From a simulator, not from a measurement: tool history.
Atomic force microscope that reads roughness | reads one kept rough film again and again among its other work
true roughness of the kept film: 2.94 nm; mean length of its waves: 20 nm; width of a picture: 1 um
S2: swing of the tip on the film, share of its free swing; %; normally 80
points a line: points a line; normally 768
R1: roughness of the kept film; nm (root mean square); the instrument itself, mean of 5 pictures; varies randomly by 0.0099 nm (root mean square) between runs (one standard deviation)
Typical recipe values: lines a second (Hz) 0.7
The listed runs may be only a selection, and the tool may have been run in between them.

Run 1, hour 0: usual settings. Result: R1 1.996 nm (root mean square).
Run 2, hour 8.9: usual settings. Result: R1 1.928 nm (root mean square).
Run 3, hour 17.1: usual settings. Result: R1 1.816 nm (root mean square).
At hour 25.9: new tip fitted.
Run 4, hour 25.9: usual settings. Result: R1 2.27 nm (root mean square).
Run 5, hour 31.9: usual settings. Result: R1 2.193 nm (root mean square).
Run 6, hour 38.6: usual settings. Result: R1 2.078 nm (root mean square).
Run 7, hour 46.4: usual settings. Result: R1 2 nm (root mean square).
Run 8, hour 53.9: usual settings. Result: R1 1.916 nm (root mean square).
Run 9, hour 58.9: usual settings but lines a second (Hz) 3.923. Result: R1 1.418 nm (root mean square).
Run 10, hour 64.3: usual settings but lines a second (Hz) 3.923. Result: R1 1.393 nm (root mean square).
At hour 68.1: new tip fitted.
Run 11, hour 74.5: usual settings but lines a second (Hz) 0.8. Result: R1 2.143 nm (root mean square).
Run 12, hour 78.7: usual settings but points a line 405. Result: R1 2.065 nm (root mean square).
Run 13, hour 87.4: usual settings but lines a second (Hz) 0.535, S2 78 %, points a line 344. Result: R1 1.98 nm (root mean square).
At hour 89: height scale calibrated on a step standard.
Run 14, hour 96.8: usual settings but S2 84 %, points a line 273. Result: R1 1.794 nm (root mean square).
Run 15, hour 105.8: usual settings but S2 84 %, points a line 273. Result: R1 1.707 nm (root mean square).
At hour 111.8: new tip fitted.
Run 16, hour 114.4: usual settings but S2 84 %, points a line 273. Result: R1 2.107 nm (root mean square).
Run 17, hour 123.8: usual settings but S2 73 %. Result: R1 2.131 nm (root mean square).
Run 18, hour 130.5: usual settings but lines a second (Hz) 1.67, S2 66 %, points a line 274. Result: R1 1.911 nm (root mean square).
Run 19, hour 137.7: usual settings but lines a second (Hz) 1.67, S2 66 %, points a line 274. Result: R1 1.832 nm (root mean square).
At hour 145: height scale calibrated on a step standard, once more.
Run 20, hour 145.7: usual settings but S2 65 %, points a line 659. Result: R1 1.914 nm (root mean square).
Run 21, hour 153.2: usual settings but lines a second (Hz) 3.759, S2 73 %, points a line 659. Result: R1 1.497 nm (root mean square).
At hour 154.6: new tip fitted.
Run 22, hour 158.1: usual settings but lines a second (Hz) 3.759, S2 73 %, points a line 659. Result: R1 1.891 nm (root mean square).
Run 23, hour 166.7: usual settings but lines a second (Hz) 2.378, S2 85 %, points a line 981. Result: R1 1.717 nm (root mean square).
Run 24, hour 172.1: usual settings but lines a second (Hz) 2.378, S2 85 %, points a line 981. Result: R1 1.659 nm (root mean square).

Below are 5 alternative next runs, each starting from the tool's condition after run 24. Predict each:
Run A, hour 176.6: usual settings but lines a second (Hz) 1.537, S2 85 %, points a line 414. Result: R1 ?.
Run B, hour 176.6: usual settings but lines a second (Hz) 1.862, S2 85 %, points a line 543. Result: R1 ?.
Run C, hour 176.6: usual settings but lines a second (Hz) 2.164, S2 58 %, points a line 981. Result: R1 ?.
Run D, hour 176.6: usual settings but lines a second (Hz) 3.081, S2 55 %, points a line 459. Result: R1 ?.
Run E, hour 176.6: usual settings but lines a second (Hz) 0.576, S2 85 %, points a line 981. Result: R1 ?.

run     R1
  A  1.735
  B  1.677
  C  1.978
  D  1.935
  E  1.949
Without the tool's hidden state the same runs would have given:
run     R1
  A  2.019
  B  1.952
  C  2.301
  D  2.252
  E  2.267
